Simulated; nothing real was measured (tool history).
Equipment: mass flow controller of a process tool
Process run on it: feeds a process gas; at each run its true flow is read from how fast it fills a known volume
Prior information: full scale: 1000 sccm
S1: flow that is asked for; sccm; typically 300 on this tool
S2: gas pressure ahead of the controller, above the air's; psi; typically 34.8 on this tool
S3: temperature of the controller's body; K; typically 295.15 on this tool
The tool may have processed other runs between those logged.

run 1 hour=0.0 | S1=300 S2=34.8 S3=295.15 | true_flow_(%)=97.16
run 2 hour=351.6 | S1=300 S2=34.8 S3=305.15 | true_flow_(%)=96.16
run 3 hour=736.6 | S1=300 S2=34.8 S3=305.15 | true_flow_(%)=96.01
run 4 hour=1142.6 | S1=300 S2=34.8 S3=305.15 | true_flow_(%)=95.60
run 5 hour=1401.5 | S1=300 S2=34.8 S3=305.15 | true_flow_(%)=95.48
run 6 hour=1666.4 | S1=300 S2=21.8 S3=295.15 | true_flow_(%)=96.18
run 7 hour=2114.4 | S1=300 S2=34.8 S3=295.15 | true_flow_(%)=95.58
run 8 hour=2577.6 | S1=300 S2=34.8 S3=295.15 | true_flow_(%)=95.36
run 9 hour=2769.4 | S1=300 S2=34.8 S3=295.15 | true_flow_(%)=95.09
run 10 hour=3196.7 | S1=154 S2=34.8 S3=295.15 | true_flow_(%)=92.58
run 11 hour=3532.5 | S1=154 S2=34.8 S3=295.15 | true_flow_(%)=92.06
run 12 hour=3953.2 | S1=154 S2=34.8 S3=295.15 | true_flow_(%)=91.57
run 13 hour=4166.2 | S1=154 S2=34.8 S3=295.15 | true_flow_(%)=91.22
-- hour=4187.6 controller's zero set anew
run 14 hour=4501.9 | S1=154 S2=34.8 S3=295.15 | true_flow_(%)=89.68
run 15 hour=4726.9 | S1=154 S2=34.8 S3=295.15 | true_flow_(%)=89.22
run 16 hour=4996.8 | S1=154 S2=34.8 S3=295.15 | true_flow_(%)=88.92
-- hour=5250.6 controller's zero set anew, once more
-- hour=5272.9 controller exchanged for a calibrated one
run 17 hour=5325.9 | S1=154 S2=34.8 S3=295.15 | true_flow_(%)=98.93
run 18 hour=5751.1 | S1=154 S2=30.0 S3=295.15 | true_flow_(%)=98.57
run 19 hour=6084.2 | S1=246 S2=22.5 S3=295.15 | true_flow_(%)=98.65
run 20 hour=6374.4 | S1=246 S2=22.5 S3=295.15 | true_flow_(%)=98.43
run 21 hour=6705.0 | S1=300 S2=23.5 S3=295.15 | true_flow_(%)=98.46
run 22 hour=6913.5 | S1=386 S2=31.8 S3=304.15 | true_flow_(%)=97.73
run 23 hour=7340.4 | S1=365 S2=26.1 S3=295.15 | true_flow_(%)=98.20
run 24 hour=7648.2 | S1=363 S2=30.2 S3=303.15 | true_flow_(%)=97.36
run 25 hour=7852.7 | S1=363 S2=30.2 S3=303.15 | true_flow_(%)=97.18
run 26 hour=8232.7 | S1=193 S2=34.8 S3=295.15 | true_flow_(%)=96.00
run 27 hour=8446.5 | S1=544 S2=26.3 S3=307.15 | true_flow_(%)=97.21
run 28 hour=8666.3 | S1=400 S2=37.1 S3=309.15 | true_flow_(%)=96.12
run 29 hour=8906.9 | S1=400 S2=37.1 S3=309.15 | true_flow_(%)=96.08
run 30 hour=9226.5 | S1=400 S2=37.1 S3=309.15 | true_flow_(%)=95.87
run 31 hour=9606.3 | S1=110 S2=25.4 S3=295.15 | true_flow_(%)=92.04
run 32 hour=9835.9 | S1=300 S2=34.8 S3=299.15 | true_flow_(%)=95.56
run 33 hour=10267.3 | S1=136 S2=32.8 S3=309.15 | true_flow_(%)=91.03
-- hour=10556.9 controller's zero set anew
run 34 hour=10625.8 | S1=615 S2=34.8 S3=313.15 | true_flow_(%)=97.08
run 35 hour=10901.1 | S1=615 S2=34.8 S3=313.15 | true_flow_(%)=97.05

Forecast each of these 4 alternatives for the next run:
run A hour=11336.4 | S1=143 S2=20.6 S3=312.15 | true_flow_(%)=?
run B hour=11336.4 | S1=414 S2=34.8 S3=295.15 | true_flow_(%)=?
run C hour=11336.4 | S1=615 S2=34.8 S3=301.15 | true_flow_(%)=?
run D hour=11336.4 | S1=300 S2=35.2 S3=305.15 | true_flow_(%)=?

run=A true_flow_(%)=95.53
run=B true_flow_(%)=97.65
run=C true_flow_(%)=97.66
run=D true_flow_(%)=96.66
Take away the tool's hidden state, keep each run's random variation, and the runs would have read:
run=A true_flow_(%)=97.87
run=B true_flow_(%)=99.19
run=C true_flow_(%)=99.06
run=D true_flow_(%)=98.37
